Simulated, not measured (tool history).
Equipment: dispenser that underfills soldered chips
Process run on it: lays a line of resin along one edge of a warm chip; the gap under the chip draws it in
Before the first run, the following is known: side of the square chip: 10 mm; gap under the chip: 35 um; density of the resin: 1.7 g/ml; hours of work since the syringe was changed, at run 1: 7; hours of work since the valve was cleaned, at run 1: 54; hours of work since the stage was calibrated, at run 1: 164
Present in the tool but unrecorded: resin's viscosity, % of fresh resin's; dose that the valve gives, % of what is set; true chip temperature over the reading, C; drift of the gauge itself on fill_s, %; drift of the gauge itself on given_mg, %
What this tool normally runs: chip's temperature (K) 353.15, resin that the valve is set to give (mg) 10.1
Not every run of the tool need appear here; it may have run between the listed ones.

run   hour  chip's temperature (K)  resin that the valve is set to give (mg)  hours of work since the syringe was changed  hours of work since the valve was cleaned  hours of work since the stage was calibrated  time until the resin shows at the far edge (s)  resin that the valve gave (mg)
  1    0.0                  353.15                                      10.1                                            7                                         54                                           164                                            97.7                            9.62
       7.5  -- new syringe of resin
  2    8.2                  353.15                                      10.1                                            1                                         60                                           170                                            80.0                            9.58
  3   15.5                  353.15                                      10.3                                            6                                         66                                           175                                            96.1                            9.67
      24.5  -- new syringe of resin
  4   24.5                  361.15                                      10.1                                            0                                         72                                           182                                            56.4                            9.46
  5   34.3                  349.15                                      10.1                                            7                                         79                                           189                                           125.6                            9.43
      36.0  -- dispensing valve cleaned and set on the balance
      42.4  -- new syringe of resin
  6   46.8                  359.15                                      10.1                                            3                                          8                                           197                                            67.5                           10.07
  7   55.4                  353.15                                      10.1                                           10                                         14                                           204                                           108.3                            9.98
      59.5  -- new syringe of resin
  8   63.7                  353.15                                      10.1                                            3                                         20                                           210                                            89.0                           10.04
  9   69.6                  353.15                                      10.1                                            8                                         24                                           214                                           102.0                            9.97
      76.5  -- new syringe of resin
 10   78.1                  353.15                                      10.1                                            1                                         30                                           220                                            85.8                            9.92
 11   86.8                  363.15                                      10.1                                            8                                         37                                           226                                            68.9                            9.92
      93.3  -- new syringe of resin
 12   95.0                  363.15                                      10.1                                            1                                         43                                           232                                            53.4                            9.86
 13  105.3                  363.15                                      10.1                                            9                                         50                                           240                                            68.5                            9.79
     110.3  -- new syringe of resin
 14  110.7                  363.15                                      10.1                                            0                                         54                                           244                                            52.1                            9.72
 15  117.4                  363.15                                      10.1                                            5                                         59                                           249                                            61.4                            9.59
 16  126.3                  363.15                                      10.1                                           12                                         66                                           255                                            77.6                            9.56
     127.5  -- new syringe of resin
 17  131.8                  346.15                                      10.1                                            3                                         70                                           259                                           122.1                            9.60
 18  138.8                  346.15                                      10.1                                            8                                         75                                           264                                           148.2                            9.56
     144.2  -- new syringe of resin
     147.6  -- dispensing valve cleaned and set on the balance
 19  148.9                  346.15                                      10.1                                            3                                          1                                           271                                           119.8                           10.10
 20  159.6                  346.15                                      10.1                                           11                                          9                                           279                                           160.8                           10.03
     162.2  -- new syringe of resin
 21  167.1                  349.15                                      11.3                                            4                                         14                                           284                                           109.8                           11.19
 22  172.6                  339.15                                       9.4                                            8                                         18                                           288                                           210.1                            9.31
     179.4  -- new syringe of resin
 23  181.4                  355.15                                       9.1                                            2                                         25                                           294                                            78.2                            8.98
 24  188.8                  349.15                                       9.9                                            7                                         30                                           300                                           126.2                            9.56
     196.5  -- new syringe of resin
 25  200.5                  341.15                                      13.0                                            3                                         38                                           308                                           158.8                           12.61
 26  211.8                  367.15                                      10.5                                           11                                         47                                           316                                            65.8                           10.12
     213.7  -- new syringe of resin
 27  219.6                  360.15                                      12.0                                            4                                         52                                           322                                            69.2                           11.42
 28  226.0                  339.15                                       9.2                                            9                                         57                                           327                                           221.7                            8.65
     230.3  -- new syringe of resin
 29  237.7                  367.15                                      11.1                                            5                                         65                                           335                                            53.6                           10.43
 30  244.6                  340.15                                      10.1                                           11                                         71                                           340                                           218.9                            9.54
     247.6  -- new syringe of resin
 31  252.9                  357.15                                      11.7                                            4                                         77                                           346                                            78.8                           11.09
     258.7  -- dispensing valve cleaned and set on the balance
 32  259.5                  343.15                                      10.0                                            8                                          1                                           350                                           175.9                            9.87
     265.7  -- new syringe of resin
 33  267.6                  349.15                                      13.0                                            1                                          6                                           356                                           103.1                           12.95
 34  272.9                  346.15                                      10.0                                            5                                         10                                           360                                           142.7                            9.86
 35  280.3                  346.15                                      10.0                                           11                                         16                                           366                                           168.2                            9.81
     282.1  -- new syringe of resin
 36  291.4                  356.15                                      12.4                                            7                                         24                                           374                                            88.4                           12.19

What if the next run were any one of these 3? Each begins from the tool's condition after run 36:
     298.9  -- new syringe of resin
  A  298.9                  345.15                                      12.5                                            0                                         29                                           379                                               ?                               ?
     298.9  -- new syringe of resin
  B  298.9                  350.15                                      12.1                                            0                                         29                                           379                                               ?                               ?
     298.9  -- new syringe of resin
  C  298.9                  356.15                                      11.8                                            0                                         29                                           379                                               ?                               ?

run  time until the resin shows at the far edge (s)  resin that the valve gave (mg)
  A                                           119.0                           12.29
  B                                            93.1                           11.72
  C                                            71.3                           11.58
The same runs, with their run-to-run variation unchanged, on a tool lacking any hidden condition would have given:
run  time until the resin shows at the far edge (s)  resin that the valve gave (mg)
  A                                           109.9                           12.60
  B                                            86.2                           12.01
  C                                            66.2                           11.87
